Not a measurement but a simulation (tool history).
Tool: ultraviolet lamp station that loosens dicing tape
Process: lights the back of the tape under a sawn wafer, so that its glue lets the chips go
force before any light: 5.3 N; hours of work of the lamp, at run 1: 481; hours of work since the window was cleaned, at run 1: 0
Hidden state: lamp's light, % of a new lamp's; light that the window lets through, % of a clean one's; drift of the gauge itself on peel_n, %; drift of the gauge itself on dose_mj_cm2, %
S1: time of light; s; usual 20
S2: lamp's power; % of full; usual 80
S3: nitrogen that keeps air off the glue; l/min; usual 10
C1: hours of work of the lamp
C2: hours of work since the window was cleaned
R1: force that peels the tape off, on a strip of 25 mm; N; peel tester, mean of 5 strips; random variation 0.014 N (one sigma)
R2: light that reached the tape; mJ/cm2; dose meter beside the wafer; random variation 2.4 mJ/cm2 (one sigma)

run    hour  S1  S2  S3    C1   C2     R1   R2
  1     0.0  20  80  10   481    0  0.830  227
  2    60.3  20  80  10   523   41  0.889  229
  3   135.6  22  80  10   575   93  0.747  242
  4   208.4  22  80  10   625  143  0.773  240
  5   262.2  22  80  10   662  181  0.774  239
  6   316.5  22  80  10   699  218  0.792  236
  7   388.1  25  80  10   749  267  0.660  262
  8   467.1  25  80  10   803  322  0.708  258
  9   526.0  25  80  10   844  362  0.668  255
 10   572.2  25  66  10   875  394  0.994  203
 11   656.5  25  66  10   933  452  0.994  203
      678.2  -- window cleaned of glue's vapour
 12   730.6  25  66  10   984   36  1.119  190
 13   776.2  15  80  10  1015   67  1.674  137
 14   857.4  15  80  10  1071  123  1.772  135
 15   895.3  15  80  10  1097  149  1.750  132
 16   967.7  20  80   8  1147  199  1.346  175
 17  1010.4  16  80  10  1177  229  1.706  140
 18  1072.0  20  80   9  1219  271  1.409  169
     1109.6  -- window cleaned of glue's vapour, once more
 19  1151.1  20  80   9  1273   29  1.217  183
 20  1203.7  20  80   9  1310   65  1.293  182
 21  1274.1  20  80   9  1358  113  1.253  179
 22  1316.9  20  80  10  1387  143  1.273  182
 23  1360.5  11  80  10  1417  173  2.329   94
 24  1424.9  28  68   6  1462  217  1.257  200
 25  1508.8  28  68   6  1520  275  1.304  195
 26  1556.0  39  83  18  1552  307  0.311  332
 27  1612.6  39  83  18  1591  346  0.321  319
 28  1653.1  23  83   3  1619  374  1.817  187
 29  1690.6  11  91   4  1645  400  2.822   96
 30  1749.0  20  92   6  1685  440  1.494  177
     1784.9  -- window cleaned of glue's vapour
     1793.1  -- lamp changed
 31  1826.1  20  92   6    23   28  0.682  297
 32  1890.7  26  82  13    67   72  0.349  345
 33  1975.4  29  66   4   125  130  0.839  300
 34  2012.7  11  80   7   151  156  1.855  136
 35  2052.0  11  80   7   178  183  1.884  131
 36  2091.9  11  80   7   206  211  1.811  134
 37  2153.1  13  67  12   248  253  1.691  128
 38  2195.1  20  66   7   277  282  1.231  199
 39  2257.1  20  66   7   319  324  1.282  195
 40  2310.8  21  70  10   356  361  0.960  214
 41  2371.8  20  93  10   398  403  0.641  267
 42  2454.9  20  93  10   456  461  0.661  262
     2463.1  -- window cleaned of glue's vapour
 43  2494.9  20  80  10   483   22  0.832  233
 44  2567.1  20  80  10   533   72  0.835  226

3 ways to go on from here, each from the tool as it stands after run 44. What would each give?
  A  2638.6  20  80  18  582  121   ?   ?
  B  2638.6  20  77  11  582  121   ?   ?
  C  2638.6  22  80  10  582  121   ?   ?

run     R1   R2
  A  0.689  223
  B  0.865  217
  C  0.723  243
Without the tool's hidden state the same runs would have given:
run     R1   R2
  A  0.506  262
  B  0.652  254
  C  0.535  285
